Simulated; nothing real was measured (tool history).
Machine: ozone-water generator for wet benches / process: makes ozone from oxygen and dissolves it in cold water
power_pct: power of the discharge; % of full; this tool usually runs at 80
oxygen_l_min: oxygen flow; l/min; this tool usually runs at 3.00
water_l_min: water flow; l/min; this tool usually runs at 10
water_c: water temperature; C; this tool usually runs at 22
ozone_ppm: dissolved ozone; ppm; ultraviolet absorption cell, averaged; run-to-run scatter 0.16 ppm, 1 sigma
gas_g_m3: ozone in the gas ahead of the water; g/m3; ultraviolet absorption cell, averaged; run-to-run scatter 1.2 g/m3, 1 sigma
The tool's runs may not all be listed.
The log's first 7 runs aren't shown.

run    hour  power_pct  oxygen_l_min  water_l_min  water_c  ozone_ppm  gas_g_m3
  8  1027.6         80          3.00           10       29       14.2     171.0
  9  1136.0         80          3.00           10       22       16.0     172.3
 10  1247.1         80          2.01           10       22       15.6     208.8
 11  1446.5         80          2.01           10       22       15.2     208.0
 12  1587.7         80          3.00           10       22       15.6     170.8
 13  1710.2         80          3.00           10       22       15.4     169.2
 14  1917.0         80          3.00           10       22       15.4     168.3
 15  2079.0         80          3.00           10       22       15.3     167.3
 16  2259.2         80          3.00           10       22       15.2     167.2
 17  2418.5         80          3.96           10       25       14.0     144.6
 18  2518.9         47          3.96           10       25       11.0     113.5
 19  2649.5         80          3.00           10       26       13.8     165.7
     2815.7  -- water thermometer calibrated
 20  2817.1         72          2.74            9       21       15.6     162.5
 21  2938.9         54          5.25            7       18       16.3     103.5
 22  3077.9         80          3.44           10       22       15.0     152.7
 23  3277.5         44          3.56            8       28       11.5     112.7
 24  3377.2         44          1.61            8       24       12.6     164.2
 25  3479.4         80          3.00           10       25       13.7     160.9
 26  3685.2         80          3.00           10       25       13.6     159.2
 27  3854.7         62          3.35           11       22       11.9     135.1
 28  4070.8         62          3.27            7       22       16.1     135.3
 29  4252.5         71          4.04            8       25       14.5     129.4
 30  4354.4         71          4.04            8       25       14.3     129.4
 31  4478.3         71          4.04            8       25       14.2     128.8
 32  4587.9         80          3.40           15       22        9.8     146.3

Predict each of these 4 candidate next runs independently; none follows another, all start after run 32:
  A  4776.0         44          3.00           13       15          ?         ?
  B  4776.0         80          3.40           11       22          ?         ?
  C  4776.0         57          3.00           15       22          ?         ?
  D  4776.0         80          3.56           15       27          ?         ?

run  ozone_ppm  gas_g_m3
  A        9.3     118.8
  B       12.6     143.1
  C        8.1     133.2
  D        9.0     142.1
Take away the tool's hidden state, keep each run's random variation, and the runs would have read:
run  ozone_ppm  gas_g_m3
  A       12.4     148.8
  B       18.5     196.7
  C       11.4     173.5
  D       13.2     195.2

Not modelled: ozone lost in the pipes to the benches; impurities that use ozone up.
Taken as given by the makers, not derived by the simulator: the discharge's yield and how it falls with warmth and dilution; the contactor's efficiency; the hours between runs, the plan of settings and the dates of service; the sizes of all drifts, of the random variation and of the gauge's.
